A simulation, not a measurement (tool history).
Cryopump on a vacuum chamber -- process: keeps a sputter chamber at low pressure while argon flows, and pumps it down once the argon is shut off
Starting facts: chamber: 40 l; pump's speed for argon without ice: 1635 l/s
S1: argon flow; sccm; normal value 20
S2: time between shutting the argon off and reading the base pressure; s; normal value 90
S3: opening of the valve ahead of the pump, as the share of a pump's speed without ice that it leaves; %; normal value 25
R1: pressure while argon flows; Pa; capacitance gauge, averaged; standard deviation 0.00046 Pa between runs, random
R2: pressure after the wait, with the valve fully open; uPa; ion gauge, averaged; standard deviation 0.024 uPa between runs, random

run	hour	S1	S2	S3	R1	R2
1	0.0	20	90	25	0.0896	1.49
2	15.7	20	90	51	0.0479	1.48
3	29.7	24	90	25	0.1080	1.45
4	46.1	20	90	25	0.0908	1.56
5	57.8	20	90	25	0.0906	1.62
6	70.6	20	90	25	0.0899	1.54
7	88.8	20	90	30	0.0771	1.59
# hour 102.4: pump warmed up, emptied and cooled again
8	106.7	20	90	25	0.0834	1.45
9	122.6	20	70	25	0.0822	1.65
10	140.4	22	90	25	0.0914	1.40
11	151.4	22	90	25	0.0912	1.41
12	164.5	22	90	25	0.0910	1.43
13	175.0	20	90	18	0.1151	1.50
14	190.4	20	90	18	0.1160	1.51
15	199.3	20	90	18	0.1156	1.50
16	210.9	13	90	18	0.0754	1.55
17	226.6	20	175	25	0.0836	1.16
18	242.4	20	175	25	0.0834	1.14
19	261.1	20	175	25	0.0835	1.18
20	276.6	20	122	56	0.0386	1.42
21	291.4	12	153	36	0.0352	1.31
22	301.0	14	90	25	0.0594	1.60
23	314.9	13	26	51	0.0280	3.51
24	323.7	18	104	54	0.0363	1.51
25	338.2	18	104	54	0.0366	1.56
26	351.9	18	104	54	0.0364	1.54
27	367.4	18	143	45	0.0430	1.40
28	381.9	18	41	45	0.0429	2.56
29	399.8	14	290	37	0.0405	1.28
30	412.3	28	181	59	0.0530	1.35
31	426.9	12	36	39	0.0340	2.93
32	438.5	8	234	34	0.0254	1.32
33	450.9	20	158	40	0.0554	1.47

4 ways to go on from here, each from the tool as it stands after run 33. What would each give?
A	466.9	12	215	19	?	?
B	466.9	16	126	16	?	?
C	466.9	20	158	40	?	?
D	466.9	36	90	43	?	?

run	R1	R2
A	0.0674	1.50
B	0.1062	1.62
C	0.0547	1.53
D	0.0922	1.82
Take away the tool's hidden state, keep each run's random variation, and the runs would have read:
run	R1	R2
A	0.0655	0.54
B	0.1038	0.70
C	0.0517	0.61
D	0.0866	0.90
